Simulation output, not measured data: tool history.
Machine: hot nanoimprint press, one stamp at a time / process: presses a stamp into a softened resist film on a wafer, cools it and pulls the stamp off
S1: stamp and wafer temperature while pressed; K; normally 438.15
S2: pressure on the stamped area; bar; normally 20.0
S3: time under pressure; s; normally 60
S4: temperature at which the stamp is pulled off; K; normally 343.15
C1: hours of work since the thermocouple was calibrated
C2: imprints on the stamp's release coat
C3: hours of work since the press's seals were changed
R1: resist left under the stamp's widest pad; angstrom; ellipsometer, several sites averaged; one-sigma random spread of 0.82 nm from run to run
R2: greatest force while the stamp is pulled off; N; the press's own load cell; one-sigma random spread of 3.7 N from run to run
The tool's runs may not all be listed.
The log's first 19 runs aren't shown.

Run 20, hour 1079.4: usual settings but S2 14.6 bar; C1 237; C2 855; C3 167. Result: R1 2845 angstrom, R2 239 N.
Run 21, hour 1146.4: usual settings but S1 437.15 K, S2 19.3 bar, S4 339.15 K; C1 267; C2 1040; C3 197. Result: R1 2513 angstrom, R2 245 N.
Run 22, hour 1182.7: usual settings but S1 437.15 K, S2 19.3 bar, S4 339.15 K; C1 283; C2 1141; C3 213. Result: R1 2536 angstrom, R2 259 N.
Run 23, hour 1245.5: usual settings but S1 437.15 K, S2 19.3 bar, S4 339.15 K; C1 311; C2 1314; C3 241. Result: R1 2522 angstrom, R2 264 N.
At hour 1258.7: stamp cleaned and given a new release coat.
Run 24, hour 1324.8: usual settings but S1 437.15 K, S2 19.3 bar, S4 339.15 K; C1 344; C2 183; C3 274. Result: R1 2513 angstrom, R2 198 N.
Run 25, hour 1394.6: usual settings but S1 437.15 K, S2 19.3 bar, S4 339.15 K; C1 375; C2 376; C3 305. Result: R1 2510 angstrom, R2 199 N.
Run 26, hour 1477.6: usual settings but S1 443.15 K, S4 341.15 K; C1 412; C2 605; C3 342. Result: R1 2122 angstrom, R2 213 N.
Run 27, hour 1539.0: usual settings but S1 449.15 K, S3 53 s, S4 341.15 K; C1 439; C2 775; C3 369. Result: R1 1890 angstrom, R2 222 N.
Run 28, hour 1583.5: usual settings but S1 436.15 K, S2 13.0 bar, S3 71 s, S4 341.15 K; C1 459; C2 898; C3 389. Result: R1 2983 angstrom, R2 230 N.
Run 29, hour 1619.7: usual settings but S1 436.15 K, S2 13.0 bar, S3 71 s, S4 341.15 K; C1 475; C2 998; C3 405. Result: R1 3000 angstrom, R2 241 N.
At hour 1651.4: plate thermocouple calibrated.
Run 30, hour 1667.8: usual settings but S1 440.15 K, S2 18.0 bar; C1 7; C2 1123; C3 426. Result: R1 2504 angstrom, R2 243 N.
Run 31, hour 1731.0: usual settings but S2 28.5 bar; C1 36; C2 1297; C3 454. Result: R1 2047 angstrom, R2 275 N.

Predict each of these 3 candidate next runs independently; none follows another, all start after run 31:
At hour 1750.1: stamp cleaned and given a new release coat.
Run A, hour 1776.4: usual settings but S1 435.15 K, S2 28.5 bar, S3 97 s; C1 53; C2 73; C3 471. Result: R1 ?, R2 ?.
At hour 1750.1: stamp cleaned and given a new release coat.
Run B, hour 1776.4: usual settings but S2 23.2 bar, S3 46 s, S4 348.15 K; C1 53; C2 73; C3 471. Result: R1 ?, R2 ?.
At hour 1750.1: stamp cleaned and given a new release coat.
Run C, hour 1776.4: usual settings but S2 16.7 bar, S3 90 s, S4 333.15 K; C1 53; C2 73; C3 471. Result: R1 ?, R2 ?.

run    R1   R2
  A  1920  184
  B  2485  160
  C  2406  199
Had the tool no hidden state, the same runs would have come out as:
run    R1   R2
  A  1865  180
  B  2436  157
  C  2378  195
